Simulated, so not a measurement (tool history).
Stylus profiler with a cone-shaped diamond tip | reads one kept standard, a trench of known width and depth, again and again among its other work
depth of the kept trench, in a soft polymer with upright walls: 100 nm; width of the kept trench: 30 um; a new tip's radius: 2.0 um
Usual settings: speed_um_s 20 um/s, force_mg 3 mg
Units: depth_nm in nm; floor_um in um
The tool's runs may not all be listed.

Run 1, hour 0: usual settings. Result: depth_nm 100.87 nm, floor_um 28.48 um.
Run 2, hour 17.8: usual settings. Result: depth_nm 100.87 nm, floor_um 28.47 um.
Run 3, hour 39.1: usual settings. Result: depth_nm 100.94 nm, floor_um 28.45 um.
Run 4, hour 58.4: usual settings. Result: depth_nm 100.83 nm, floor_um 28.48 um.
Run 5, hour 83.4: usual settings. Result: depth_nm 100.77 nm, floor_um 28.47 um.
Run 6, hour 100.5: usual settings. Result: depth_nm 100.82 nm, floor_um 28.44 um.
Run 7, hour 129.3: usual settings. Result: depth_nm 100.81 nm, floor_um 28.41 um.
Run 8, hour 148.5: usual settings. Result: depth_nm 100.83 nm, floor_um 28.45 um.
Run 9, hour 176.7: usual settings but force_mg 1.42 mg. Result: depth_nm 100.38 nm, floor_um 28.38 um.
Run 10, hour 194.8: usual settings but force_mg 1.42 mg. Result: depth_nm 100.44 nm, floor_um 28.38 um.
Run 11, hour 217.2: usual settings. Result: depth_nm 100.76 nm, floor_um 28.45 um.
Run 12, hour 230.3: usual settings. Result: depth_nm 100.78 nm, floor_um 28.39 um.
Run 13, hour 259: usual settings but force_mg 2.78 mg. Result: depth_nm 100.74 nm, floor_um 28.41 um.
Run 14, hour 283.3: usual settings but speed_um_s 24 um/s. Result: depth_nm 100.84 nm, floor_um 28.37 um.
Run 15, hour 311.4: usual settings but speed_um_s 24 um/s. Result: depth_nm 100.88 nm, floor_um 28.37 um.
Run 16, hour 336.8: usual settings. Result: depth_nm 100.83 nm, floor_um 28.47 um.
Run 17, hour 356.1: usual settings. Result: depth_nm 100.81 nm, floor_um 28.39 um.
Run 18, hour 381.6: usual settings. Result: depth_nm 100.82 nm, floor_um 28.34 um.
Run 19, hour 405.4: usual settings. Result: depth_nm 100.76 nm, floor_um 28.36 um.
Run 20, hour 422.6: usual settings but force_mg 3.9 mg. Result: depth_nm 100.9 nm, floor_um 28.4 um.
Run 21, hour 436.4: usual settings. Result: depth_nm 100.8 nm, floor_um 28.3 um.
Run 22, hour 453.1: usual settings. Result: depth_nm 100.79 nm, floor_um 28.36 um.
Run 23, hour 465: usual settings. Result: depth_nm 100.68 nm, floor_um 28.41 um.
Run 24, hour 483.8: usual settings but force_mg 4.04 mg. Result: depth_nm 100.92 nm, floor_um 28.32 um.
Run 25, hour 497.7: usual settings but speed_um_s 15 um/s, force_mg 1.01 mg. Result: depth_nm 100.26 nm, floor_um 28.33 um.
Run 26, hour 515.5: usual settings but speed_um_s 15 um/s, force_mg 1.01 mg. Result: depth_nm 100.14 nm, floor_um 28.32 um.
Run 27, hour 539.1: usual settings but speed_um_s 30 um/s, force_mg 5.42 mg. Result: depth_nm 101.23 nm, floor_um 28.34 um.
Run 28, hour 556.9: usual settings but speed_um_s 30 um/s, force_mg 5.42 mg. Result: depth_nm 101.28 nm, floor_um 28.29 um.
Run 29, hour 579.1: usual settings but speed_um_s 13 um/s, force_mg 2.14 mg. Result: depth_nm 100.59 nm, floor_um 28.3 um.
Run 30, hour 595.9: usual settings but speed_um_s 13 um/s, force_mg 2.14 mg. Result: depth_nm 100.5 nm, floor_um 28.3 um.
Run 31, hour 615.6: usual settings but speed_um_s 8 um/s. Result: depth_nm 100.71 nm, floor_um 28.37 um.
Run 32, hour 633: usual settings but speed_um_s 8 um/s. Result: depth_nm 100.85 nm, floor_um 28.36 um.
Run 33, hour 647.4: usual settings but speed_um_s 14 um/s, force_mg 1.03 mg. Result: depth_nm 100.21 nm, floor_um 28.29 um.
Run 34, hour 674.5: usual settings but speed_um_s 14 um/s, force_mg 1.67 mg. Result: depth_nm 100.31 nm, floor_um 28.26 um.
Run 35, hour 697.2: usual settings but speed_um_s 10 um/s, force_mg 1.45 mg. Result: depth_nm 100.26 nm, floor_um 28.32 um.
Run 36, hour 720.4: usual settings but speed_um_s 18 um/s, force_mg 1.43 mg. Result: depth_nm 100.36 nm, floor_um 28.3 um.
Run 37, hour 733.2: usual settings but speed_um_s 18 um/s, force_mg 1.43 mg. Result: depth_nm 100.28 nm, floor_um 28.19 um.
Run 38, hour 750.1: usual settings but speed_um_s 61 um/s, force_mg 6.72 mg. Result: depth_nm 101.53 nm, floor_um 28.16 um.
Run 39, hour 777.7: usual settings but speed_um_s 61 um/s, force_mg 6.72 mg. Result: depth_nm 101.36 nm, floor_um 28.19 um.
Run 40, hour 793.6: usual settings but speed_um_s 21 um/s, force_mg 2.98 mg. Result: depth_nm 100.71 nm, floor_um 28.27 um.
Run 41, hour 816.2: usual settings but speed_um_s 21 um/s, force_mg 2.98 mg. Result: depth_nm 100.78 nm, floor_um 28.21 um.
Run 42, hour 836.6: usual settings but speed_um_s 71 um/s, force_mg 1.42 mg. Result: depth_nm 100.31 nm, floor_um 27.95 um.
Run 43, hour 861.5: usual settings but force_mg 1.92 mg. Result: depth_nm 100.49 nm, floor_um 28.26 um.
Run 44, hour 884.2: usual settings but force_mg 1.17 mg. Result: depth_nm 100.26 nm, floor_um 28.12 um.
Run 45, hour 910.5: usual settings but speed_um_s 21 um/s, force_mg 2.61 mg. Result: depth_nm 100.55 nm, floor_um 28.18 um.
Run 46, hour 937.2: usual settings but speed_um_s 74 um/s, force_mg 1.18 mg. Result: depth_nm 100.22 nm, floor_um 27.88 um.

4 ways to go on from here, each from the tool as it stands after run 46. What would each give?
Run A, hour 951.1: usual settings but speed_um_s 50 um/s. Result: depth_nm ?, floor_um ?.
Run B, hour 951.1: usual settings but speed_um_s 74 um/s, force_mg 3.14 mg. Result: depth_nm ?, floor_um ?.
Run C, hour 951.1: usual settings but speed_um_s 15 um/s, force_mg 2.92 mg. Result: depth_nm ?, floor_um ?.
Run D, hour 951.1: usual settings but speed_um_s 25 um/s, force_mg 1.18 mg. Result: depth_nm ?, floor_um ?.

run  depth_nm  floor_um
  A    100.71      28.1
  B    100.72     28.08
  C    100.57     28.24
  D    100.21     28.14
Without the tool's hidden state the same runs would have given:
run  depth_nm  floor_um
  A     101.1     28.58
  B    101.11     28.56
  C    100.95     28.72
  D    100.59     28.62
